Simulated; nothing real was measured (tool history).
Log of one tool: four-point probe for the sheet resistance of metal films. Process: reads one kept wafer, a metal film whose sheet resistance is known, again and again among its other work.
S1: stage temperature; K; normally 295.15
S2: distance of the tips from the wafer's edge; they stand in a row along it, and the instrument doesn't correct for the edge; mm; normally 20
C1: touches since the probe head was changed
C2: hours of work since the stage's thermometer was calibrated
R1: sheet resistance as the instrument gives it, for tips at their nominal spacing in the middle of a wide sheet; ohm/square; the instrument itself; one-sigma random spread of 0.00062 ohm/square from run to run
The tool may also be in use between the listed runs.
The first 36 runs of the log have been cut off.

run	hour	S1	S2	C1	C2	R1
37	757	298.15	9	60762	139	3.127684
38	782.3	295.15	5	61559	156	3.185262
39	802.2	295.15	5	62183	170	3.186189
40	818	295.15	5	62680	181	3.184564
41	835.3	294.15	48	63224	192	3.125045
42	863.3	292.15	33	64106	211	3.134572
43	890.8	305.15	60	64971	230	3.080308
44	911	303.15	15	65605	243	3.094067

Forecast each of these 3 alternatives for the next run:
A	924	296.15	9	66017	252	?
B	924	291.15	23	66017	252	?
C	924	303.15	28	66017	252	?

run	R1
A	3.136274
B	3.13966
C	3.089062
Stripped of hidden state, with their random variation kept, the same runs would have yielded:
run	R1
A	3.133361
B	3.136735
C	3.086202
